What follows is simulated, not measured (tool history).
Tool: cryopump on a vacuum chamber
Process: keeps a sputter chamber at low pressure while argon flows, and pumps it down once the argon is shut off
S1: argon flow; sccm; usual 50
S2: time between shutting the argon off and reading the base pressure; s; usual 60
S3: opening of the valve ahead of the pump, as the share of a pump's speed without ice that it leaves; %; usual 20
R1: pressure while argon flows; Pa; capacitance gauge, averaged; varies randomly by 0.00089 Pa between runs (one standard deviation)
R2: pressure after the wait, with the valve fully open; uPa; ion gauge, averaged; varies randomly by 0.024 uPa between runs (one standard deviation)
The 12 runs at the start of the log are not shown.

{"run": 13, "hour": 681.0, "S1": 50, "S2": 60, "S3": 26, "R1": 0.1471, "R2": 1.29}
{"run": 14, "hour": 730.4, "S1": 50, "S2": 60, "S3": 48, "R1": 0.0814, "R2": 1.36}
{"run": 15, "hour": 771.8, "S1": 50, "S2": 60, "S3": 31, "R1": 0.1234, "R2": 1.32}
{"run": 16, "hour": 833.1, "S1": 50, "S2": 60, "S3": 31, "R1": 0.1267, "R2": 1.4}
{"run": 17, "hour": 906.0, "S1": 50, "S2": 40, "S3": 20, "R1": 0.1919, "R2": 1.85}
{"run": 18, "hour": 963.3, "S1": 50, "S2": 40, "S3": 20, "R1": 0.1925, "R2": 1.9}
{"run": 19, "hour": 1025.9, "S1": 50, "S2": 40, "S3": 20, "R1": 0.1931, "R2": 1.97}
{"hour": 1068.9, "done": "pump warmed up, emptied and cooled again"}
{"run": 20, "hour": 1102.6, "S1": 50, "S2": 60, "S3": 21, "R1": 0.1795, "R2": 1.46}
{"run": 21, "hour": 1181.5, "S1": 50, "S2": 60, "S3": 21, "R1": 0.1774, "R2": 1.56}
{"run": 22, "hour": 1261.2, "S1": 50, "S2": 60, "S3": 21, "R1": 0.1797, "R2": 1.66}
{"run": 23, "hour": 1324.6, "S1": 50, "S2": 25, "S3": 17, "R1": 0.2254, "R2": 2.76}
{"run": 24, "hour": 1363.6, "S1": 50, "S2": 25, "S3": 17, "R1": 0.2221, "R2": 2.79}
{"hour": 1375.9, "done": "leaking fittings of the chamber tightened, without venting"}
{"run": 25, "hour": 1424.2, "S1": 75, "S2": 74, "S3": 55, "R1": 0.1105, "R2": 0.77}
{"run": 26, "hour": 1462.8, "S1": 50, "S2": 208, "S3": 23, "R1": 0.1687, "R2": 0.44}
{"run": 27, "hour": 1541.8, "S1": 29, "S2": 44, "S3": 24, "R1": 0.0945, "R2": 1.25}
{"run": 28, "hour": 1579.7, "S1": 30, "S2": 31, "S3": 20, "R1": 0.1183, "R2": 1.66}
{"run": 29, "hour": 1614.6, "S1": 35, "S2": 25, "S3": 17, "R1": 0.1588, "R2": 2.01}
{"hour": 1641.7, "done": "pump warmed up, emptied and cooled again"}
{"run": 30, "hour": 1684.5, "S1": 32, "S2": 41, "S3": 21, "R1": 0.1155, "R2": 1.37}
{"run": 31, "hour": 1765.8, "S1": 36, "S2": 60, "S3": 18, "R1": 0.151, "R2": 1.08}
{"run": 32, "hour": 1820.2, "S1": 73, "S2": 60, "S3": 20, "R1": 0.2766, "R2": 1.08}
{"run": 33, "hour": 1892.1, "S1": 50, "S2": 121, "S3": 55, "R1": 0.0731, "R2": 0.82}
{"run": 34, "hour": 1931.6, "S1": 50, "S2": 121, "S3": 55, "R1": 0.0729, "R2": 0.82}

4 ways to go on from here, each from the tool as it stands after run 34. What would each give?
{"run": "A", "hour": 2000.6, "S1": 50, "S2": 23, "S3": 55, "R1": "?", "R2": "?"}
{"run": "B", "hour": 2000.6, "S1": 82, "S2": 60, "S3": 19, "R1": "?", "R2": "?"}
{"run": "C", "hour": 2000.6, "S1": 60, "S2": 121, "S3": 42, "R1": "?", "R2": "?"}
{"run": "D", "hour": 2000.6, "S1": 62, "S2": 21, "S3": 27, "R1": "?", "R2": "?"}

run=A R1=0.0741 R2=2.40
run=B R1=0.3295 R2=1.28
run=C R1=0.1145 R2=0.90
run=D R1=0.1781 R2=2.58
What these runs would have given with no unlogged condition in the tool:
run=A R1=0.0673 R2=1.97
run=B R1=0.3184 R2=0.85
run=C R1=0.1062 R2=0.46
run=D R1=0.1697 R2=2.15
